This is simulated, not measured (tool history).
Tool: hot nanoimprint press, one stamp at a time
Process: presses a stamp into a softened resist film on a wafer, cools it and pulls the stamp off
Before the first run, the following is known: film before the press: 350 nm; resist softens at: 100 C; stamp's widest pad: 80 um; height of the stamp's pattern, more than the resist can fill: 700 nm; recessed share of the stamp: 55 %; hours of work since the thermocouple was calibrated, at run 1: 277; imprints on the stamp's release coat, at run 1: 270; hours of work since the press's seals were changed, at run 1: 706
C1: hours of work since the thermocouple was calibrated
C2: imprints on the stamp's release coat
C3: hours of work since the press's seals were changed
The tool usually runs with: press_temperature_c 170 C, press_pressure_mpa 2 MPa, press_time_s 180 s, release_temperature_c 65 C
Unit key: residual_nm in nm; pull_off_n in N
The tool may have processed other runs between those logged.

Run 1, hour 0: usual settings; C1 277; C2 270; C3 706. Result: residual_nm 162.1 nm, pull_off_n 106 N.
Run 2, hour 58.2: usual settings; C1 308; C2 460; C3 736. Result: residual_nm 161.6 nm, pull_off_n 110 N.
Run 3, hour 120.1: usual settings but press_pressure_mpa 1.85 MPa; C1 340; C2 661; C3 769. Result: residual_nm 168.2 nm, pull_off_n 120 N.
At hour 172.4: press's hydraulic seals changed and the load cell set to zero.
Run 4, hour 193.4: usual settings but press_pressure_mpa 1.85 MPa; C1 374; C2 874; C3 11. Result: residual_nm 162.2 nm, pull_off_n 126 N.
At hour 226.5: plate thermocouple calibrated.
Run 5, hour 252.1: usual settings but release_temperature_c 63 C; C1 13; C2 1055; C3 40. Result: residual_nm 164.4 nm, pull_off_n 136 N.
Run 6, hour 339.2: usual settings but release_temperature_c 63 C; C1 59; C2 1338; C3 86. Result: residual_nm 163 nm, pull_off_n 148 N.
Run 7, hour 419.4: usual settings but release_temperature_c 63 C; C1 101; C2 1600; C3 128. Result: residual_nm 161.7 nm, pull_off_n 154 N.
Run 8, hour 456: usual settings but release_temperature_c 63 C; C1 120; C2 1719; C3 147. Result: residual_nm 162.2 nm, pull_off_n 158 N.
Run 9, hour 512.7: usual settings but release_temperature_c 63 C; C1 150; C2 1903; C3 176. Result: residual_nm 160.9 nm, pull_off_n 171 N.
Run 10, hour 594.9: usual settings but release_temperature_c 63 C; C1 193; C2 2171; C3 219. Result: residual_nm 160.3 nm, pull_off_n 188 N.
At hour 612.7: stamp cleaned and given a new release coat.
Run 11, hour 637.7: usual settings but release_temperature_c 63 C; C1 212; C2 82; C3 239. Result: residual_nm 160.2 nm, pull_off_n 104 N.
Run 12, hour 720.4: usual settings but release_temperature_c 63 C; C1 255; C2 351; C3 282. Result: residual_nm 159.4 nm, pull_off_n 107 N.
Run 13, hour 766.7: usual settings; C1 279; C2 501; C3 306. Result: residual_nm 159 nm, pull_off_n 116 N.
Run 14, hour 833: usual settings; C1 314; C2 717; C3 341. Result: residual_nm 158.2 nm, pull_off_n 124 N.
Run 15, hour 880.1: usual settings; C1 339; C2 871; C3 365. Result: residual_nm 158.7 nm, pull_off_n 122 N.
Run 16, hour 936.1: usual settings but release_temperature_c 60 C; C1 368; C2 1053; C3 395. Result: residual_nm 157.2 nm, pull_off_n 135 N.
At hour 980.5: plate thermocouple calibrated.
Run 17, hour 999.6: usual settings but press_time_s 184 s, release_temperature_c 54 C; C1 10; C2 1250; C3 426. Result: residual_nm 165.6 nm, pull_off_n 155 N.
Run 18, hour 1062.6: usual settings but press_temperature_c 181 C, press_pressure_mpa 3.13 MPa, press_time_s 253 s, release_temperature_c 63 C; C1 43; C2 1455; C3 459. Result: residual_nm 78.7 nm, pull_off_n 157 N.
Run 19, hour 1103.4: usual settings but press_temperature_c 161 C, press_pressure_mpa 2.38 MPa, press_time_s 294 s, release_temperature_c 50 C; C1 64; C2 1588; C3 481. Result: residual_nm 180.2 nm, pull_off_n 168 N.
Run 20, hour 1192.5: usual settings but press_temperature_c 169 C, release_temperature_c 58 C; C1 111; C2 1878; C3 527. Result: residual_nm 170.9 nm, pull_off_n 173 N.
Run 21, hour 1252.5: usual settings but press_temperature_c 169 C, release_temperature_c 58 C; C1 142; C2 2073; C3 559. Result: residual_nm 170.6 nm, pull_off_n 174 N.
At hour 1303.2: stamp cleaned and given a new release coat.
Run 22, hour 1317.9: usual settings but press_temperature_c 174 C, press_pressure_mpa 1.62 MPa, release_temperature_c 58 C; C1 173; C2 48; C3 590. Result: residual_nm 160 nm, pull_off_n 106 N.
Run 23, hour 1376.3: usual settings but press_pressure_mpa 2.27 MPa, press_time_s 113 s, release_temperature_c 63 C; C1 204; C2 238; C3 620. Result: residual_nm 178.2 nm, pull_off_n 110 N.
Run 24, hour 1439.4: usual settings but press_pressure_mpa 2.27 MPa, press_time_s 113 s, release_temperature_c 63 C; C1 237; C2 443; C3 653. Result: residual_nm 177.9 nm, pull_off_n 118 N.
Run 25, hour 1516.5: usual settings but press_temperature_c 163 C, press_pressure_mpa 2.27 MPa, press_time_s 113 s, release_temperature_c 55 C; C1 277; C2 694; C3 694. Result: residual_nm 221.5 nm, pull_off_n 128 N.
Run 26, hour 1571.9: usual settings but press_temperature_c 163 C, press_pressure_mpa 2.27 MPa, press_time_s 113 s, release_temperature_c 55 C; C1 306; C2 875; C3 723. Result: residual_nm 220.6 nm, pull_off_n 138 N.
Run 27, hour 1630.9: usual settings but press_temperature_c 163 C, press_pressure_mpa 1.99 MPa, press_time_s 113 s, release_temperature_c 55 C; C1 337; C2 1067; C3 753. Result: residual_nm 230.8 nm, pull_off_n 144 N.
Run 28, hour 1681.6: usual settings but press_temperature_c 178 C, press_pressure_mpa 2.34 MPa; C1 364; C2 1232; C3 780. Result: residual_nm 112.3 nm, pull_off_n 138 N.
At hour 1706.5: press's hydraulic seals changed and the load cell set to zero.
At hour 1743.9: plate thermocouple calibrated.
Run 29, hour 1756.4: usual settings but press_temperature_c 178 C, press_pressure_mpa 2.34 MPa; C1 7; C2 1440; C3 25. Result: residual_nm 113.2 nm, pull_off_n 153 N.
Run 30, hour 1829.6: usual settings but press_temperature_c 178 C, press_pressure_mpa 2.34 MPa; C1 45; C2 1678; C3 63. Result: residual_nm 112.3 nm, pull_off_n 158 N.

Consider 3 possible next runs. They are alternatives, not a sequence: every one starts from the tool as it was left by run 30. What does each give?
Run A, hour 1892.7: usual settings but press_temperature_c 165 C, press_pressure_mpa 2.6 MPa, press_time_s 315 s; C1 78; C2 1883; C3 96. Result: residual_nm ?, pull_off_n ?.
Run B, hour 1892.7: usual settings but press_pressure_mpa 2.77 MPa; C1 78; C2 1883; C3 96. Result: residual_nm ?, pull_off_n ?.
Run C, hour 1892.7: usual settings but press_pressure_mpa 2.34 MPa, release_temperature_c 53 C; C1 78; C2 1883; C3 96. Result: residual_nm ?, pull_off_n ?.

run  residual_nm  pull_off_n
  A        139.6         162
  B        135.2         162
  C        147.4         179
Without the tool's hidden state the same runs would have given:
run  residual_nm  pull_off_n
  A        140.6          96
  B        136.1          96
  C        148.5         107
